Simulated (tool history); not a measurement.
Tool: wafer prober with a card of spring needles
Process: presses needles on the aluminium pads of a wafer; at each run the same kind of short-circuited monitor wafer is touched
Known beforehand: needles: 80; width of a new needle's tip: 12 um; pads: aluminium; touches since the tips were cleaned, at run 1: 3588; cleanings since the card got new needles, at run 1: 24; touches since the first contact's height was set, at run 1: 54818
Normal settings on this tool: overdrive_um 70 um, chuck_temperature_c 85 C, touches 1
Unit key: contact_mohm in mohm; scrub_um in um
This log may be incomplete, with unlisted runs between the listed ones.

| run | hour | overdrive_um | chuck_temperature_c | touches | touches since the tips were cleaned | cleanings since the card got new needles | touches since the first contact's height was set | contact_mohm | scrub_um |
|---|---|---|---|---|---|---|---|---|---|
| 1 | 0 | 70 | 85 | 1 | 3588 | 24 | 54818 | 225 | 12.19 |
|  | 10.1 | tips cleaned on abrasive film |
| 2 | 16.7 | 70 | 85 | 1 | 2825 | 25 | 61975 | 224 | 12.19 |
|  | 28.5 | tips cleaned on abrasive film |
| 3 | 34.6 | 70 | 85 | 1 | 2635 | 26 | 69645 | 219 | 12.17 |
|  | 47.1 | tips cleaned on abrasive film |
|  | 59.6 | height of the first contact set anew |
| 4 | 62 | 70 | 85 | 1 | 6329 | 27 | 1066 | 236 | 12.27 |
|  | 66 | tips cleaned on abrasive film |
|  | 84.3 | tips cleaned on abrasive film |
| 5 | 88.1 | 70 | 85 | 1 | 1617 | 29 | 12219 | 212 | 12.26 |
|  | 102.6 | tips cleaned on abrasive film |
| 6 | 109.4 | 70 | 85 | 1 | 2938 | 30 | 21389 | 223 | 12.26 |
|  | 122.4 | tips cleaned on abrasive film |
| 7 | 126.3 | 70 | 85 | 2 | 1685 | 31 | 28637 | 209 | 12.22 |
|  | 141.1 | tips cleaned on abrasive film |
| 8 | 150.1 | 70 | 85 | 1 | 3893 | 32 | 38876 | 228 | 12.19 |
|  | 158.8 | tips cleaned on abrasive film |
| 9 | 164.2 | 70 | 85 | 1 | 2296 | 33 | 44880 | 217 | 12.18 |
|  | 176.9 | tips cleaned on abrasive film |
| 10 | 190.9 | 70 | 85 | 1 | 6073 | 34 | 56389 | 239 | 12.15 |
|  | 195.3 | tips cleaned on abrasive film |
| 11 | 203.5 | 70 | 85 | 1 | 3552 | 35 | 61768 | 227 | 12.14 |
|  | 214.3 | tips cleaned on abrasive film |
| 12 | 215.3 | 70 | 85 | 1 | 442 | 36 | 66839 | 208 | 12.11 |
|  | 233.9 | tips cleaned on abrasive film |
| 13 | 237.1 | 70 | 85 | 1 | 1409 | 37 | 76198 | 211 | 12.06 |
|  | 246.6 | height of the first contact set anew |
|  | 253.8 | tips cleaned on abrasive film |
| 14 | 261.5 | 70 | 85 | 1 | 3327 | 38 | 6383 | 227 | 12.31 |
|  | 273.3 | tips cleaned on abrasive film |
| 15 | 285.8 | 70 | 85 | 1 | 5419 | 39 | 16823 | 232 | 12.25 |
|  | 291.5 | tips cleaned on abrasive film |
| 16 | 301.8 | 70 | 85 | 1 | 4468 | 40 | 23684 | 230 | 12.25 |
|  | 310.7 | tips cleaned on abrasive film |
| 17 | 316.2 | 82 | 125 | 1 | 2370 | 41 | 29828 | 221 | 14.33 |
|  | 328.7 | tips cleaned on abrasive film |
| 18 | 339.4 | 66 | 87 | 2 | 4623 | 42 | 39808 | 220 | 11.52 |
|  | 346.6 | tips cleaned on abrasive film |
| 19 | 362.1 | 66 | 87 | 2 | 6667 | 43 | 49552 | 227 | 11.51 |
|  | 364.4 | tips cleaned on abrasive film |
| 20 | 379.4 | 70 | 35 | 1 | 6469 | 44 | 56978 | 234 | 12.19 |
|  | 383 | tips cleaned on abrasive film |
| 21 | 397.1 | 70 | 42 | 1 | 6101 | 45 | 64588 | 232 | 12.14 |
|  | 401.1 | tips cleaned on abrasive film |
|  | 420.1 | tips cleaned on abrasive film |
| 22 | 424.1 | 70 | 32 | 1 | 1714 | 47 | 76153 | 209 | 12.1 |
|  | 433.3 | height of the first contact set anew |
|  | 438.5 | tips cleaned on abrasive film |
| 23 | 447.6 | 70 | 32 | 1 | 3913 | 48 | 6108 | 223 | 12.26 |
|  | 456.6 | tips cleaned on abrasive film |
| 24 | 462.4 | 70 | 32 | 1 | 2481 | 49 | 12467 | 214 | 12.27 |
|  | 475.2 | tips cleaned on abrasive film |
| 25 | 485.3 | 70 | 32 | 1 | 4364 | 50 | 22319 | 226 | 12.26 |
|  | 494.6 | tips cleaned on abrasive film |
| 26 | 505.1 | 70 | 32 | 1 | 4546 | 51 | 30809 | 225 | 12.21 |
|  | 513.8 | tips cleaned on abrasive film |
| 27 | 526.5 | 66 | 50 | 1 | 5455 | 52 | 40000 | 236 | 11.48 |
|  | 532.6 | tips cleaned on abrasive film |
| 28 | 540.9 | 72 | 85 | 1 | 3556 | 53 | 46173 | 227 | 12.56 |
|  | 550.4 | tips cleaned on abrasive film |
|  | 569 | tips cleaned on abrasive film |
| 29 | 569 | 72 | 85 | 1 | 0 | 55 | 58205 | 203 | 12.51 |
|  | 588.9 | tips cleaned on abrasive film |
| 30 | 595.2 | 73 | 86 | 1 | 2722 | 56 | 69496 | 225 | 12.61 |
|  | 606.8 | tips cleaned on abrasive film |
| 31 | 606.8 | 73 | 41 | 1 | 0 | 57 | 74465 | 195 | 12.64 |

How would selected steps in contact_mohm from run to run divide? Give the signed amount a tool lacking its hidden state would still show from settings, what came in and random variation, and the signed amount left for the hidden state, including any gauge scatter that is not in both of the compared results.
Hidden state at play: debris on the tips, nm; way that the needles fall short of the set height, um; tips' diameter, um; drift of the gauge itself on contact_mohm, %; drift of the gauge itself on scrub_um, %.
Run 4 -> 5: tips cleaned on abrasive film, tips cleaned on abrasive film. contact_mohm -24 mohm: hidden state -21, all else -3.
Run 9 -> 10: tips cleaned on abrasive film. contact_mohm +22 mohm: hidden state +20, all else +2.
Run 28 -> 29: tips cleaned on abrasive film, tips cleaned on abrasive film. contact_mohm -24 mohm: hidden state -25, all else +1.
Run 30 -> 31: chuck_temperature_c 86 -> 41, tips cleaned on abrasive film. contact_mohm -30 mohm: hidden state -19, all else -11.
